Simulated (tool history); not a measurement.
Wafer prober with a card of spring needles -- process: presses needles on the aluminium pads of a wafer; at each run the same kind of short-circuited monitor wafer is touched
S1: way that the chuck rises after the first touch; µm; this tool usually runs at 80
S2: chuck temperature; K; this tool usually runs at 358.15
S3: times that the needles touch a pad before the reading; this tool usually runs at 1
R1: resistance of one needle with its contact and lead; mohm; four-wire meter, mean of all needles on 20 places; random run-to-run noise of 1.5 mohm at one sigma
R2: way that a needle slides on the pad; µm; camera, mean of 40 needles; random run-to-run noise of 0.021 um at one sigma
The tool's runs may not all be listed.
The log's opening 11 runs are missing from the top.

run   hour  S1      S2  S3   R1    R2
     200.9  -- tips cleaned on abrasive film
 12  209.7  80  358.15   1  193  9.47
     214.4  -- tips cleaned on abrasive film
     227.1  -- tips cleaned on abrasive film
 13  237.9  80  358.15   1  195   9.5
     240.6  -- tips cleaned on abrasive film
     252.9  -- tips cleaned on abrasive film
 14  258.3  80  358.15   1  178  9.45
     265.7  -- tips cleaned on abrasive film
     277.6  -- tips cleaned on abrasive film
 15  277.6  80  358.15   1  143  9.46
     289.6  -- tips cleaned on abrasive film
     301.2  -- tips cleaned on abrasive film
 16  306.8  80  358.15   3  153  9.42
     314.4  -- tips cleaned on abrasive film
 17  322.2  80  321.15   2  159  9.46
     327.3  -- tips cleaned on abrasive film
     339.1  -- tips cleaned on abrasive film
 18  349.4  80  321.15   2  164   9.4
     351.9  -- tips cleaned on abrasive film
     363.9  -- tips cleaned on abrasive film
 19  363.9  64  321.15   1  136  7.47
     376.6  -- tips cleaned on abrasive film
 20  379.4  64  333.15   3  147  7.46
     388.2  -- tips cleaned on abrasive film
 21  393.1  64  301.15   3  148  7.46
       400  -- tips cleaned on abrasive film
     412.7  -- tips cleaned on abrasive film
 22  417.5  83  325.15   3  148  9.73
     424.9  -- tips cleaned on abrasive film
 23  433.3  83  365.15   2  169  9.75
     437.6  -- tips cleaned on abrasive film
     449.4  -- tips cleaned on abrasive film
 24  449.4  73  358.15   2  144   8.5
     461.8  -- tips cleaned on abrasive film
     473.9  -- tips cleaned on abrasive film
 25  475.8  73  358.15   2  152  8.52
     486.5  -- tips cleaned on abrasive film
 26  493.1  80  299.15   1  173  9.34
     498.8  -- tips cleaned on abrasive film
     510.3  -- tips cleaned on abrasive film
 27  517.9  80  299.15   1  175  9.35
     523.4  -- tips cleaned on abrasive film
     535.5  -- tips cleaned on abrasive film
 28  535.8  80  299.15   1  136  9.33
       548  -- tips cleaned on abrasive film
 29    548  67  309.15   1  138  7.71
     560.1  -- tips cleaned on abrasive film
     564.6  -- height of the first contact set anew
 30    571  67  309.15   1  191  8.09
       573  -- tips cleaned on abrasive film
     585.1  -- tips cleaned on abrasive film
 31  588.5  67  309.15   1  165  8.05

Alternative continuations, all from the tool just after run 31; predict every row:
     596.5  -- tips cleaned on abrasive film
     608.6  -- tips cleaned on abrasive film
  A  610.5  86  358.15   2   ?   ?
     596.5  -- tips cleaned on abrasive film
     608.6  -- tips cleaned on abrasive film
  B  610.5  80  350.15   2   ?   ?
     596.5  -- tips cleaned on abrasive film
     608.6  -- tips cleaned on abrasive film
  C  610.5  80  309.15   1   ?   ?

run   R1     R2
  A  150  10.33
  B  151   9.54
  C  150   9.59
Without the tool's unlogged condition, the same runs would have read:
run   R1     R2
  A  140  10.35
  B  140   9.56
  C  131   9.61
